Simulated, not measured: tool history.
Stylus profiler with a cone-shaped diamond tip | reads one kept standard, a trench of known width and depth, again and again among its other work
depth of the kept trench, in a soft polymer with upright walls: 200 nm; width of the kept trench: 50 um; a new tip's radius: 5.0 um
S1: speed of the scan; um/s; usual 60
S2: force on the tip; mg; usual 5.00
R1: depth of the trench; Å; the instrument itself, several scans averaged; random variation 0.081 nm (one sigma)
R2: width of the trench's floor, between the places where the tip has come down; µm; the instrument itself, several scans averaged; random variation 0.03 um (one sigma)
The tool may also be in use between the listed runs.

Run 1, hour 0.0: usual settings. Result: R1 2038.6 Å, R2 46.67 µm.
Run 2, hour 59.8: usual settings but S2 12.17 mg. Result: R1 2079.3 Å, R2 46.64 µm.
Run 3, hour 93.6: usual settings but S2 12.17 mg. Result: R1 2080.2 Å, R2 46.69 µm.
Run 4, hour 145.6: usual settings but S2 3.18 mg. Result: R1 2025.4 Å, R2 46.59 µm.
Run 5, hour 190.2: usual settings but S2 3.18 mg. Result: R1 2025.2 Å, R2 46.52 µm.
Run 6, hour 254.8: usual settings but S2 3.18 mg. Result: R1 2026.7 Å, R2 46.54 µm.
Run 7, hour 290.5: usual settings. Result: R1 2039.0 Å, R2 46.53 µm.
Run 8, hour 339.0: usual settings. Result: R1 2037.5 Å, R2 46.61 µm.
Run 9, hour 381.9: usual settings but S1 43 um/s. Result: R1 2037.0 Å, R2 46.65 µm.
Run 10, hour 440.1: usual settings but S1 43 um/s. Result: R1 2037.2 Å, R2 46.58 µm.
At hour 444.7: height scale calibrated on a step standard.
Run 11, hour 488.5: usual settings but S1 184 um/s. Result: R1 2033.8 Å, R2 46.27 µm.
Run 12, hour 561.0: usual settings but S1 184 um/s. Result: R1 2035.8 Å, R2 46.16 µm.
Run 13, hour 629.9: usual settings. Result: R1 2034.9 Å, R2 46.49 µm.
Run 14, hour 667.7: usual settings. Result: R1 2033.9 Å, R2 46.58 µm.
At hour 677.6: height scale calibrated on a step standard, once more.
Run 15, hour 706.9: usual settings. Result: R1 2050.1 Å, R2 46.51 µm.
Run 16, hour 751.9: usual settings but S2 7.21 mg. Result: R1 2064.1 Å, R2 46.54 µm.
Run 17, hour 810.5: usual settings but S2 7.21 mg. Result: R1 2062.1 Å, R2 46.51 µm.
Run 18, hour 863.9: usual settings but S2 7.21 mg. Result: R1 2063.5 Å, R2 46.50 µm.
Run 19, hour 900.5: usual settings but S2 7.21 mg. Result: R1 2062.6 Å, R2 46.51 µm.
Run 20, hour 940.3: usual settings but S1 37 um/s, S2 9.77 mg. Result: R1 2076.4 Å, R2 46.59 µm.
Run 21, hour 1015.2: usual settings but S1 37 um/s, S2 9.77 mg. Result: R1 2075.5 Å, R2 46.53 µm.
Run 22, hour 1060.4: usual settings but S1 39 um/s, S2 2.43 mg. Result: R1 2028.6 Å, R2 46.48 µm.
Run 23, hour 1137.3: usual settings but S1 111 um/s, S2 5.73 mg. Result: R1 2053.6 Å, R2 46.37 µm.
Run 24, hour 1200.4: usual settings but S1 111 um/s, S2 3.20 mg. Result: R1 2036.3 Å, R2 46.22 µm.
Run 25, hour 1233.8: usual settings but S1 111 um/s, S2 2.95 mg. Result: R1 2030.9 Å, R2 46.20 µm.
Run 26, hour 1271.9: usual settings but S1 111 um/s, S2 2.99 mg. Result: R1 2034.9 Å, R2 46.24 µm.
Run 27, hour 1303.2: usual settings but S1 21 um/s, S2 5.77 mg. Result: R1 2051.7 Å, R2 46.50 µm.
Run 28, hour 1336.4: usual settings but S1 21 um/s, S2 5.78 mg. Result: R1 2051.3 Å, R2 46.57 µm.
Run 29, hour 1368.8: usual settings but S1 113 um/s. Result: R1 2047.2 Å, R2 46.28 µm.
Run 30, hour 1427.9: usual settings but S1 111 um/s, S2 5.14 mg. Result: R1 2048.1 Å, R2 46.27 µm.
Run 31, hour 1466.7: usual settings but S1 24 um/s, S2 2.43 mg. Result: R1 2027.0 Å, R2 46.54 µm.
Run 32, hour 1518.0: usual settings but S1 240 um/s, S2 10.97 mg. Result: R1 2080.6 Å, R2 46.16 µm.
Run 33, hour 1587.0: usual settings but S1 30 um/s, S2 2.54 mg. Result: R1 2029.7 Å, R2 46.41 µm.
Run 34, hour 1638.5: usual settings but S1 30 um/s, S2 2.54 mg. Result: R1 2027.6 Å, R2 46.40 µm.
Run 35, hour 1698.4: usual settings but S1 30 um/s, S2 2.06 mg. Result: R1 2023.7 Å, R2 46.38 µm.
Run 36, hour 1735.1: usual settings but S1 52 um/s, S2 2.73 mg. Result: R1 2029.5 Å, R2 46.30 µm.
Run 37, hour 1807.4: usual settings but S1 52 um/s, S2 2.73 mg. Result: R1 2028.9 Å, R2 46.28 µm.
Run 38, hour 1852.1: usual settings but S1 15 um/s, S2 4.05 mg. Result: R1 2037.6 Å, R2 46.45 µm.

4 ways to go on from here, each from the tool as it stands after run 38. What would each give?
Run A, hour 1899.9: usual settings but S1 25 um/s, S2 10.72 mg. Result: R1 ?, R2 ?.
Run B, hour 1899.9: usual settings but S1 117 um/s, S2 5.02 mg. Result: R1 ?, R2 ?.
Run C, hour 1899.9: usual settings but S1 56 um/s. Result: R1 ?, R2 ?.
Run D, hour 1899.9: usual settings but S1 16 um/s, S2 10.64 mg. Result: R1 ?, R2 ?.

run      R1     R2
  A  2076.5  46.45
  B  2045.0  46.20
  C  2044.4  46.32
  D  2077.4  46.45
Without the tool's hidden state the same runs would have given:
run      R1     R2
  A  2080.8  47.17
  B  2049.3  46.92
  C  2048.6  47.04
  D  2081.7  47.17
